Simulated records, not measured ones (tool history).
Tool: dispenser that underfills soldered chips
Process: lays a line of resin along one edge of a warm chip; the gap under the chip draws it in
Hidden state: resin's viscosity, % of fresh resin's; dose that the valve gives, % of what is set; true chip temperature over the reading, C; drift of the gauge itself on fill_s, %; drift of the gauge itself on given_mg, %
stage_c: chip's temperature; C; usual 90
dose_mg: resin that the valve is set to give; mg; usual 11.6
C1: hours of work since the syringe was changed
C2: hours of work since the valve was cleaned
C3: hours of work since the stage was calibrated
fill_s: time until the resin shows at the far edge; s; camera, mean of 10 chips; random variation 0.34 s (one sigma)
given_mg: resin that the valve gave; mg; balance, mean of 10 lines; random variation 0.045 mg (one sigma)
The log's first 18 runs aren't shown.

At hour 64.2: new syringe of resin.
Run 19, hour 67.8: usual settings but stage_c 78 C, dose_mg 9.9 mg; C1 3; C2 69; C3 123. Result: fill_s 26.9 s, given_mg 9.29 mg.
Run 20, hour 72.6: usual settings but stage_c 78 C, dose_mg 11.7 mg; C1 6; C2 73; C3 126. Result: fill_s 32.2 s, given_mg 10.97 mg.
Run 21, hour 75.7: usual settings but stage_c 78 C, dose_mg 11.7 mg; C1 8; C2 75; C3 129. Result: fill_s 36.0 s, given_mg 10.92 mg.
At hour 78.9: new syringe of resin.
Run 22, hour 79.5: usual settings but stage_c 78 C, dose_mg 11.7 mg; C1 0; C2 78; C3 131. Result: fill_s 22.2 s, given_mg 10.98 mg.
Run 23, hour 83.7: usual settings but stage_c 92 C, dose_mg 11.9 mg; C1 3; C2 81; C3 134. Result: fill_s 17.6 s, given_mg 11.09 mg.
Run 24, hour 88.3: usual settings but stage_c 92 C, dose_mg 11.9 mg; C1 7; C2 84; C3 137. Result: fill_s 22.1 s, given_mg 11.08 mg.
Run 25, hour 93.0: usual settings but stage_c 82 C, dose_mg 10.2 mg; C1 10; C2 87; C3 141. Result: fill_s 38.0 s, given_mg 9.43 mg.
At hour 93.7: new syringe of resin.
Run 26, hour 97.3: usual settings but stage_c 100 C, dose_mg 12.7 mg; C1 3; C2 90; C3 144. Result: fill_s 13.9 s, given_mg 11.73 mg.
Run 27, hour 101.7: usual settings but stage_c 100 C, dose_mg 12.7 mg; C1 6; C2 93; C3 147. Result: fill_s 18.0 s, given_mg 11.71 mg.
At hour 105.0: dispensing valve cleaned and set on the balance.
Run 28, hour 106.1: usual settings but stage_c 98 C, dose_mg 15.0 mg; C1 8; C2 1; C3 149. Result: fill_s 20.5 s, given_mg 15.09 mg.
Run 29, hour 108.3: usual settings but stage_c 98 C, dose_mg 15.0 mg; C1 10; C2 2; C3 151. Result: fill_s 23.0 s, given_mg 14.86 mg.
At hour 109.3: new syringe of resin.
Run 30, hour 112.4: usual settings but stage_c 81 C, dose_mg 11.1 mg; C1 2; C2 5; C3 154. Result: fill_s 22.0 s, given_mg 11.07 mg.
Run 31, hour 117.5: usual settings but stage_c 92 C, dose_mg 10.8 mg; C1 6; C2 9; C3 157. Result: fill_s 21.9 s, given_mg 10.71 mg.
Run 32, hour 121.7: usual settings but stage_c 79 C, dose_mg 11.3 mg; C1 9; C2 12; C3 160. Result: fill_s 36.7 s, given_mg 11.28 mg.
At hour 124.0: new syringe of resin.
Run 33, hour 126.0: usual settings but stage_c 79 C, dose_mg 13.3 mg; C1 1; C2 15; C3 163. Result: fill_s 22.5 s, given_mg 13.13 mg.
Run 34, hour 129.5: usual settings but stage_c 95 C, dose_mg 13.2 mg; C1 4; C2 17; C3 166. Result: fill_s 16.7 s, given_mg 12.97 mg.
Run 35, hour 133.6: usual settings but stage_c 92 C, dose_mg 10.9 mg; C1 7; C2 20; C3 169. Result: fill_s 22.5 s, given_mg 10.71 mg.
Run 36, hour 136.0: usual settings but stage_c 93 C, dose_mg 13.7 mg; C1 9; C2 22; C3 171. Result: fill_s 23.8 s, given_mg 13.49 mg.

4 ways to go on from here, each from the tool as it stands after run 36. What would each give?
At hour 138.6: new syringe of resin.
Run A, hour 141.4: usual settings but stage_c 82 C, dose_mg 13.8 mg; C1 2; C2 26; C3 174. Result: fill_s ?, given_mg ?.
At hour 138.6: new syringe of resin.
Run B, hour 141.4: usual settings but stage_c 83 C, dose_mg 9.9 mg; C1 2; C2 26; C3 174. Result: fill_s ?, given_mg ?.
At hour 138.6: new syringe of resin.
Run C, hour 141.4: usual settings but stage_c 98 C; C1 2; C2 26; C3 174. Result: fill_s ?, given_mg ?.
At hour 138.6: new syringe of resin.
Run D, hour 141.4: usual settings but dose_mg 14.5 mg; C1 2; C2 26; C3 174. Result: fill_s ?, given_mg ?.

run  fill_s  given_mg
  A    20.8     13.53
  B    22.1      9.73
  C    14.3     11.42
  D    16.9     14.14
Without the tool's hidden state the same runs would have given:
run  fill_s  given_mg
  A    19.0     13.81
  B    20.1      9.92
  C    13.0     11.66
  D    15.4     14.43
